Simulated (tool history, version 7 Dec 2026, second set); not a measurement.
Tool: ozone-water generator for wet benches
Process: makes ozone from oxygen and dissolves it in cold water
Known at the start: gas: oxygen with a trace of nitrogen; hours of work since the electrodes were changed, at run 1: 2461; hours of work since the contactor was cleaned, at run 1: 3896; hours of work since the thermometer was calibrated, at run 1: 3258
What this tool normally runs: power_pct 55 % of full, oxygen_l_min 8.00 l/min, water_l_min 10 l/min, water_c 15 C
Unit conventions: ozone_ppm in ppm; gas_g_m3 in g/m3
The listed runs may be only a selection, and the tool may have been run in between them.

run	hour	power_pct	oxygen_l_min	water_l_min	water_c	hours of work since the electrodes were changed	hours of work since the contactor was cleaned	hours of work since the thermometer was calibrated	ozone_ppm	gas_g_m3
1	0.0	55	8.00	10	15	2461	3896	3258	14.1	115.7
2	114.8	55	8.00	10	15	2550	3985	3347	13.9	115.6
# hour 157.6: contactor cleaned
3	201.0	55	8.00	10	15	2615	34	3411	16.1	117.7
4	320.1	55	8.00	10	15	2707	127	3504	15.9	116.4
5	426.6	55	8.00	10	15	2790	209	3587	15.9	117.0
6	519.4	67	8.00	10	15	2862	282	3659	17.5	130.6
7	650.6	67	8.00	10	15	2965	384	3761	17.6	127.3
8	760.0	55	8.00	10	15	3050	469	3847	15.6	115.1
9	832.9	55	7.93	10	15	3106	526	3903	15.6	115.7
10	967.4	55	8.00	10	15	3211	630	4008	15.4	115.6
11	1073.8	55	8.00	10	15	3294	713	4091	15.3	115.2
12	1169.3	55	8.35	10	15	3368	788	4165	15.2	111.8
13	1298.7	55	8.35	10	15	3469	888	4266	15.2	113.0
14	1375.2	55	10.01	10	15	3529	948	4326	14.6	101.6
15	1471.0	55	10.01	10	15	3603	1023	4400	14.5	101.9
16	1535.1	55	10.01	10	15	3653	1072	4450	14.3	102.4
17	1654.9	55	10.01	10	15	3746	1166	4543	14.4	100.8
18	1786.2	55	9.82	13	15	3849	1268	4646	12.3	102.2
19	1893.6	55	9.82	11	15	3932	1352	4729	13.5	101.4
# hour 1900.4: water thermometer calibrated
20	1989.1	55	7.58	10	18	4006	1426	69	14.0	115.6
21	2065.2	50	4.36	9	20	4065	1485	128	15.2	143.8
22	2155.7	55	8.00	6	21	4136	1555	199	16.6	112.8
23	2247.9	55	8.00	6	21	4208	1627	271	16.9	110.5
24	2393.6	74	8.00	10	15	4321	1740	384	17.2	132.9
25	2519.1	95	8.00	10	9	4419	1838	482	21.9	148.2
26	2639.7	43	5.04	11	9	4513	1932	576	14.3	125.2
27	2706.7	88	5.04	11	13	4565	1984	628	18.9	177.7
28	2842.4	55	8.00	12	7	4671	2090	733	15.2	110.7
29	2911.1	54	8.00	12	8	4724	2143	787	14.7	109.6
30	2997.7	76	8.98	7	23	4791	2211	854	16.4	123.7
31	3089.0	76	5.68	13	23	4863	2282	925	12.8	154.9
32	3190.5	76	5.68	13	23	4942	2361	1004	12.6	154.7

Each run again, without the hidden state but with its own random variation kept:
The tool's hidden condition here consists of: yield of the discharge, % of new electrodes'; contactor's efficiency, % of a clean one's; true water temperature over the reading, C; drift of the gauge itself on ozone_ppm, %; drift of the gauge itself on gas_g_m3, %.
run	ozone_ppm	gas_g_m3
1	17.5	122.7
2	17.4	122.8
3	17.5	125.1
4	17.4	124.1
5	17.4	124.9
6	19.5	140.9
7	19.7	137.6
8	17.4	123.6
9	17.4	124.5
10	17.4	124.6
11	17.3	124.3
12	17.2	120.8
13	17.4	122.5
14	16.7	110.3
15	16.7	110.7
16	16.5	111.5
17	16.7	110.0
18	14.4	111.7
19	15.8	111.1
20	16.2	126.8
21	17.5	157.1
22	19.2	124.0
23	19.6	121.9
24	20.7	149.5
25	27.0	169.9
26	16.8	136.7
27	23.4	203.6
28	18.4	123.3
29	17.8	122.3
30	20.3	141.2
31	16.0	177.2
32	15.9	177.4
